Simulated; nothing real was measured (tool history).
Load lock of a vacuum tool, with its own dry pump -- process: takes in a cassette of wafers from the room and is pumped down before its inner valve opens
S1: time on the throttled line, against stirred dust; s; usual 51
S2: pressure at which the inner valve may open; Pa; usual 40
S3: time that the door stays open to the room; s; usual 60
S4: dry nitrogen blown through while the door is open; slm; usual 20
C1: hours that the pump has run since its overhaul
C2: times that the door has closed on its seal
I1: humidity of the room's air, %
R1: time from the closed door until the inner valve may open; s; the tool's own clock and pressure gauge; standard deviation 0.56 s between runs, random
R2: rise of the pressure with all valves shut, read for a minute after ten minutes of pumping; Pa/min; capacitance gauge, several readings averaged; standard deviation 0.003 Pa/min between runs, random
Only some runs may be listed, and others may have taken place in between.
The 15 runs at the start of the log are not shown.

run	hour	S1	S2	S3	S4	C1	C2	I1	R1	R2
16	1004.9	46	40	60	20	9219	4991	45.2	81.6	0.033
17	1085.9	46	40	60	20	9300	5178	42.6	81.4	0.031
18	1142.5	51	40	60	20	9356	5309	43.1	85.5	0.038
19	1196.4	51	40	155	20	9410	5433	47.5	85	0.05
20	1272.1	51	40	68	20	9486	5608	43	85.6	0.039
21	1366.9	36	33	27	15	9581	5827	45.5	75.3	0.041
22	1455.9	36	33	27	15	9670	6032	47.7	75.3	0.038
23	1521.2	51	54	60	20	9735	6183	47.8	83	0.044
24	1588.5	51	67	60	27	9802	6339	47	81.2	0.035
25	1682	51	67	60	27	9896	6554	44.4	81.6	0.042
26	1726	51	46	73	20	9940	6656	44.9	84	0.045
27	1776.5	51	45	73	5	9990	6773	47.7	84.8	0.073
28	1835.1	95	40	44	31	10049	6908	48.4	118.2	0.035
29	1910.8	79	64	44	33	10125	7083	46	103.4	0.032
30	1977.5	79	64	44	33	10191	7237	47	102.4	0.036
31	2066.9	61	35	45	6	10281	7443	44.1	94	0.056
32	2144.1	61	35	45	6	10358	7621	44.7	94.2	0.052
33	2192.2	61	35	45	6	10406	7732	42.5	93.3	0.053
34	2246.9	87	35	45	34	10461	7859	45.9	112.1	0.028
35	2323.3	87	35	45	34	10537	8035	42.6	114	0.032
36	2375	51	40	132	20	10589	8154	43.2	86.6	0.054
37	2427.2	26	41	37	17	10641	8275	40.9	68.7	0.039

Branching from run 37: 4 alternative next runs. What would each branch give?
A	2484.2	51	40	179	8	10698	8406	45.3	?	?
B	2484.2	32	41	110	41	10698	8406	44.1	?	?
C	2484.2	26	41	61	17	10698	8406	45.3	?	?
D	2484.2	37	31	189	17	10698	8406	42.9	?	?

run	R1	R2
A	86.3	0.092
B	72.9	0.044
C	68.4	0.053
D	78.7	0.069
The same runs, with their run-to-run variation unchanged, on a tool lacking any hidden condition would have given:
run	R1	R2
A	77.9	0.074
B	63.2	0.027
C	58.4	0.035
D	68.9	0.051

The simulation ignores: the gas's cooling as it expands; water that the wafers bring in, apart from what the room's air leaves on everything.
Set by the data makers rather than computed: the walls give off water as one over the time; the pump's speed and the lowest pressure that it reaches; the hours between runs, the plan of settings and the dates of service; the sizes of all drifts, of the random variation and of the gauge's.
